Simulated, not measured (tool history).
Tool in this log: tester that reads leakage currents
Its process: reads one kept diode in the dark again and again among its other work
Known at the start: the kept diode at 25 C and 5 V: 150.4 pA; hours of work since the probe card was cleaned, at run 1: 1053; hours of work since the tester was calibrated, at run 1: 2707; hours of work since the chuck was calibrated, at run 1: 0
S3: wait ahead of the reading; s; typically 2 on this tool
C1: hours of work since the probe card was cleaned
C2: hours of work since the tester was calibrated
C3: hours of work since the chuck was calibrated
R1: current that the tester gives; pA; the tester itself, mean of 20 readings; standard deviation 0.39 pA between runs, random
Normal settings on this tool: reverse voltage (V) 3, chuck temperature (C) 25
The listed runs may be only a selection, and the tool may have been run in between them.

run 1 hour=0 | reverse_voltage_(V)=3 chuck_temperature_(C)=25 S3=2 | C1=1053 C2=2707 C3=0 | R1=132.53
run 2 hour=156.2 | reverse_voltage_(V)=3 chuck_temperature_(C)=25 S3=1.91 | C1=1150 C2=2803 C3=97 | R1=129.62
run 3 hour=223.6 | reverse_voltage_(V)=3 chuck_temperature_(C)=25 S3=0.56 | C1=1192 C2=2845 C3=138 | R1=129.6
run 4 hour=312.9 | reverse_voltage_(V)=3 chuck_temperature_(C)=25 S3=2 | C1=1247 C2=2900 C3=193 | R1=128.77
run 5 hour=439.6 | reverse_voltage_(V)=3 chuck_temperature_(C)=25 S3=2 | C1=1325 C2=2979 C3=272 | R1=127.48
run 6 hour=575.5 | reverse_voltage_(V)=2.89 chuck_temperature_(C)=25 S3=2 | C1=1409 C2=3063 C3=356 | R1=125.54
run 7 hour=652.6 | reverse_voltage_(V)=2.89 chuck_temperature_(C)=25 S3=2 | C1=1457 C2=3110 C3=403 | R1=123.9
run 8 hour=797.6 | reverse_voltage_(V)=2.89 chuck_temperature_(C)=25 S3=2 | C1=1547 C2=3200 C3=493 | R1=123.02
run 9 hour=883.3 | reverse_voltage_(V)=8.73 chuck_temperature_(C)=25 S3=2 | C1=1600 C2=3253 C3=546 | R1=185.05
run 10 hour=963.9 | reverse_voltage_(V)=3 chuck_temperature_(C)=28 S3=0.93 | C1=1649 C2=3303 C3=596 | R1=153.71
run 11 hour=1093.4 | reverse_voltage_(V)=4.94 chuck_temperature_(C)=50 S3=2 | C1=1729 C2=3383 C3=676 | R1=858.66
-- hour=1122.6 probe card cleaned and baked
run 12 hour=1205.7 | reverse_voltage_(V)=4.94 chuck_temperature_(C)=50 S3=2 | C1=51 C2=3450 C3=744 | R1=836.8
run 13 hour=1272.4 | reverse_voltage_(V)=4.94 chuck_temperature_(C)=50 S3=2 | C1=93 C2=3492 C3=785 | R1=826.5
run 14 hour=1417.9 | reverse_voltage_(V)=4.03 chuck_temperature_(C)=25 S3=0.73 | C1=183 C2=3582 C3=875 | R1=122.26
run 15 hour=1538.9 | reverse_voltage_(V)=1.7 chuck_temperature_(C)=42 S3=0.73 | C1=257 C2=3656 C3=950 | R1=331.61
-- hour=1554.9 chuck's temperature calibrated
run 16 hour=1661.2 | reverse_voltage_(V)=1.7 chuck_temperature_(C)=42 S3=0.73 | C1=332 C2=3731 C3=66 | R1=383.56
run 17 hour=1779.2 | reverse_voltage_(V)=1.7 chuck_temperature_(C)=42 S3=0.73 | C1=405 C2=3804 C3=139 | R1=380.52
run 18 hour=1853.7 | reverse_voltage_(V)=1.7 chuck_temperature_(C)=42 S3=0.73 | C1=451 C2=3850 C3=185 | R1=377.87

3 ways to go on from here, each from the tool as it stands after run 18. What would each give?
run A hour=1989 | reverse_voltage_(V)=2.52 chuck_temperature_(C)=43 S3=1.42 | C1=534 C2=3933 C3=268 | R1=?
run B hour=1989 | reverse_voltage_(V)=8.98 chuck_temperature_(C)=54 S3=4.95 | C1=534 C2=3933 C3=268 | R1=?
run C hour=1989 | reverse_voltage_(V)=8.68 chuck_temperature_(C)=24 S3=1.69 | C1=534 C2=3933 C3=268 | R1=?

run=A R1=455.16
run=B R1=1447.19
run=C R1=167.69
The same runs, with their run-to-run variation unchanged, on a tool lacking any hidden condition would have given:
run=A R1=465.64
run=B R1=1476.05
run=C R1=165.71
